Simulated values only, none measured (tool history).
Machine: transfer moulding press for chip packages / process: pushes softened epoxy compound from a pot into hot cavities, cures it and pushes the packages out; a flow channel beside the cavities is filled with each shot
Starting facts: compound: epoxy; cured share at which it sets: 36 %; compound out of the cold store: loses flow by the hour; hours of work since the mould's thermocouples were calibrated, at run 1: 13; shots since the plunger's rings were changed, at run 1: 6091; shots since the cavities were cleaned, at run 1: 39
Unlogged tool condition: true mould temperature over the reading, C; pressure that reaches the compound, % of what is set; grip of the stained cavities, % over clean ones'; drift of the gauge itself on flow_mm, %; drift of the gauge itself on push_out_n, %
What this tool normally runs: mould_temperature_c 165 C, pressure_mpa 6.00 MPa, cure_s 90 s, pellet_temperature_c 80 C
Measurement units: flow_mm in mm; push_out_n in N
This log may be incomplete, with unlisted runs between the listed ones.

run,day,mould_temperature_c,pressure_mpa,cure_s,pellet_temperature_c,hours of work since the mould's thermocouples were calibrated,shots since the plunger's rings were changed,shots since the cavities were cleaned,incoming compound's hours out of the cold store,flow_mm,push_out_n
1,0.000,165,6.00,90,80,13,6091,39,26.8,653,639
# day 1.667: cavities cleaned with cleaning compound and waxed
# day 2.050: plunger's sealing rings changed
# day 3.538: cavities cleaned with cleaning compound and waxed
2,4.183,165,6.00,90,80,73,669,209,25.0,693,775
# day 5.242: cavities cleaned with cleaning compound and waxed
3,6.204,158,6.00,90,80,102,1300,310,32.0,683,1247
# day 6.833: cavities cleaned with cleaning compound and waxed
# day 8.404: cavities cleaned with cleaning compound and waxed
4,8.404,158,6.00,90,80,134,1970,0,46.4,649,971
# day 10.083: cavities cleaned with cleaning compound and waxed
5,10.392,158,6.00,90,80,163,2592,100,11.2,719,1169
# day 11.892: cavities cleaned with cleaning compound and waxed
6,12.654,165,6.00,90,80,196,3302,247,45.5,637,685
# day 13.454: cavities cleaned with cleaning compound and waxed
7,14.346,165,6.00,90,80,221,3828,287,13.6,689,771
# day 15.200: cavities cleaned with cleaning compound and waxed
8,16.471,165,6.00,90,80,252,4494,411,41.4,633,767
# day 16.858: cavities cleaned with cleaning compound and waxed
# day 17.475: cavities cleaned with cleaning compound and waxed, once more
# day 18.996: cavities cleaned with cleaning compound and waxed
9,19.450,165,6.00,90,80,294,5395,147,35.7,641,693
# day 20.788: cavities cleaned with cleaning compound and waxed
# day 22.446: cavities cleaned with cleaning compound and waxed
10,23.012,165,6.00,90,80,346,6504,182,12.4,678,687
# day 23.846: plunger's sealing rings changed
# day 24.117: cavities cleaned with cleaning compound and waxed
# day 25.621: cavities cleaned with cleaning compound and waxed
11,26.446,165,6.00,90,80,395,798,265,12.2,713,767
# day 27.154: cavities cleaned with cleaning compound and waxed
# day 28.750: cavities cleaned with cleaning compound and waxed
# day 30.333: cavities cleaned with cleaning compound and waxed
12,30.333,165,6.00,90,80,451,1994,0,26.7,672,562
# day 32.038: cavities cleaned with cleaning compound and waxed
13,32.150,166,6.00,90,82,477,2559,36,14.0,698,572
# day 33.771: cavities cleaned with cleaning compound and waxed
14,34.338,165,7.04,72,77,509,3245,182,12.2,762,1150
# day 35.496: cavities cleaned with cleaning compound and waxed
15,36.150,168,6.00,105,80,536,3810,211,39.1,634,521
# day 37.096: cavities cleaned with cleaning compound and waxed
16,38.404,168,6.00,105,80,569,4518,423,47.1,610,606
# day 38.808: cavities cleaned with cleaning compound and waxed
# day 40.333: cavities cleaned with cleaning compound and waxed
17,41.562,168,6.00,105,80,615,5497,397,37.6,630,604
# day 41.950: cavities cleaned with cleaning compound and waxed
# day 43.579: cavities cleaned with cleaning compound and waxed
18,44.625,168,6.00,105,80,659,6445,338,22.1,641,546
# day 45.317: cavities cleaned with cleaning compound and waxed
# day 45.742: plunger's sealing rings changed
# day 47.021: cavities cleaned with cleaning compound and waxed
19,47.758,165,6.99,90,86,703,631,238,42.9,696,664
# day 48.754: cavities cleaned with cleaning compound and waxed
# day 50.504: cavities cleaned with cleaning compound and waxed
20,51.308,165,6.99,90,86,755,1736,260,26.9,724,680
# day 52.196: cavities cleaned with cleaning compound and waxed
21,53.067,165,6.99,90,86,781,2284,281,46.2,694,682
# day 53.938: cavities cleaned with cleaning compound and waxed
22,54.842,165,4.69,115,80,806,2836,292,11.3,620,567
# day 55.642: cavities cleaned with cleaning compound and waxed
# day 56.312: mould's thermocouples calibrated
23,56.642,165,5.55,106,80,5,3371,296,32.9,629,626
# day 57.242: cavities cleaned with cleaning compound and waxed
# day 58.792: cavities cleaned with cleaning compound and waxed
24,58.792,168,5.55,84,77,36,4024,0,14.7,652,601

3 options for the next run, each taken on its own from the tool as it stands now. Forecast them:
# day 60.317: cavities cleaned with cleaning compound and waxed
# day 61.879: cavities cleaned with cleaning compound and waxed
A,62.188,165,6.00,78,82,85,5080,99,35.3,?,?
# day 60.317: cavities cleaned with cleaning compound and waxed
# day 61.879: cavities cleaned with cleaning compound and waxed
B,62.188,165,5.44,104,75,85,5080,99,22.7,?,?
# day 60.317: cavities cleaned with cleaning compound and waxed
# day 61.879: cavities cleaned with cleaning compound and waxed
C,62.188,165,5.39,90,80,85,5080,99,27.5,?,?

run,flow_mm,push_out_n
A,639,896
B,634,576
C,627,694
With the hidden condition removed and each run's random variation left untouched, the same runs would have given:
run,flow_mm,push_out_n
A,675,831
B,669,527
C,662,641

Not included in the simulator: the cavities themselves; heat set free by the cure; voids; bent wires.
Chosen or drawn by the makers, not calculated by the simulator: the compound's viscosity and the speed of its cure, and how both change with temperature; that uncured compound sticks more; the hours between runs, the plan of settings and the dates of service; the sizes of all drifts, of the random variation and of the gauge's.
